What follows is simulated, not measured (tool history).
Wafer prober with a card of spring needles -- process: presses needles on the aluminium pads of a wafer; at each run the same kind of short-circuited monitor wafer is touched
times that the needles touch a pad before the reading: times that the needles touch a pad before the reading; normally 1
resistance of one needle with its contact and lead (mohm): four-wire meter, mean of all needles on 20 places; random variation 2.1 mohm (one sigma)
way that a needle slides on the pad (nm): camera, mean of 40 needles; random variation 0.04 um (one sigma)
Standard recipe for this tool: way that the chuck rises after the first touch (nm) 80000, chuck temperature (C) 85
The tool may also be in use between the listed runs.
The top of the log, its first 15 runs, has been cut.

run,hour,way that the chuck rises after the first touch (nm),chuck temperature (C),times that the needles touch a pad before the reading,touches since the tips were cleaned,cleanings since the card got new needles,touches since the first contact's height was set,resistance of one needle with its contact and lead (mohm),way that a needle slides on the pad (nm)
# hour 710.3: tips cleaned on abrasive film
# hour 739: tips cleaned on abrasive film
16,749.1,77000,43,2,3221,60,149122,245,9330
# hour 768.2: tips cleaned on abrasive film
17,784.2,77000,43,2,5063,61,160190,250,9380
# hour 796.7: tips cleaned on abrasive film
# hour 830.1: tips cleaned on abrasive film
18,843.7,70000,101,1,4292,63,178935,289,8470
# hour 862.4: tips cleaned on abrasive film
# hour 893.8: tips cleaned on abrasive film
19,898.6,67000,85,2,1541,65,196269,252,8100
# hour 924.7: tips cleaned on abrasive film
20,944.8,90000,119,1,6363,66,210854,273,10890
# hour 955.5: tips cleaned on abrasive film
21,980.9,80000,78,1,8055,67,222245,282,9610
# hour 987: tips cleaned on abrasive film
# hour 1013.1: height of the first contact set anew
# hour 1017.4: tips cleaned on abrasive film
22,1027.7,80000,78,1,3271,69,4600,271,9750
# hour 1050.9: tips cleaned on abrasive film
# hour 1079.6: tips cleaned on abrasive film
23,1079.6,80000,78,1,0,71,20952,232,9870
# hour 1109.5: tips cleaned on abrasive film
# hour 1138.8: tips cleaned on abrasive film
24,1138.8,80000,78,1,0,73,39601,232,9840
# hour 1171.4: tips cleaned on abrasive film
# hour 1201.5: tips cleaned on abrasive film
25,1203.1,79000,50,1,509,75,59894,240,9650
# hour 1234.4: tips cleaned on abrasive film
26,1252.1,73000,49,1,5616,76,75374,286,8900
# hour 1263.4: tips cleaned on abrasive film
# hour 1297.6: tips cleaned on abrasive film
27,1307.5,73000,49,1,3112,78,92826,279,8820
# hour 1328.2: tips cleaned on abrasive film
28,1336.8,73000,49,1,2747,79,102090,272,8970
# hour 1358.5: tips cleaned on abrasive film
29,1376,73000,49,1,5555,80,114453,279,8870
# hour 1387.9: tips cleaned on abrasive film
# hour 1417.8: tips cleaned on abrasive film
30,1417.8,73000,49,1,0,82,127594,222,8840

What if the next run were any one of these 5? Each begins from the tool's condition after run 30:
# hour 1451.2: tips cleaned on abrasive film
A,1473,69000,49,2,6887,83,145037,?,?
# hour 1451.2: tips cleaned on abrasive film
B,1473,83000,49,3,6887,83,145037,?,?
# hour 1451.2: tips cleaned on abrasive film
C,1473,80000,48,3,6887,83,145037,?,?
# hour 1451.2: tips cleaned on abrasive film
D,1473,73000,49,1,6887,83,145037,?,?
# hour 1451.2: tips cleaned on abrasive film
E,1473,81000,49,1,6887,83,145037,?,?

run,resistance of one needle with its contact and lead (mohm),way that a needle slides on the pad (nm)
A,262,8310
B,241,10040
C,236,9700
D,290,8840
E,277,9820
With no hidden state in the tool, these same runs would have given:
run,resistance of one needle with its contact and lead (mohm),way that a needle slides on the pad (nm)
A,216,8450
B,220,10190
C,214,9840
D,220,8990
E,218,9970
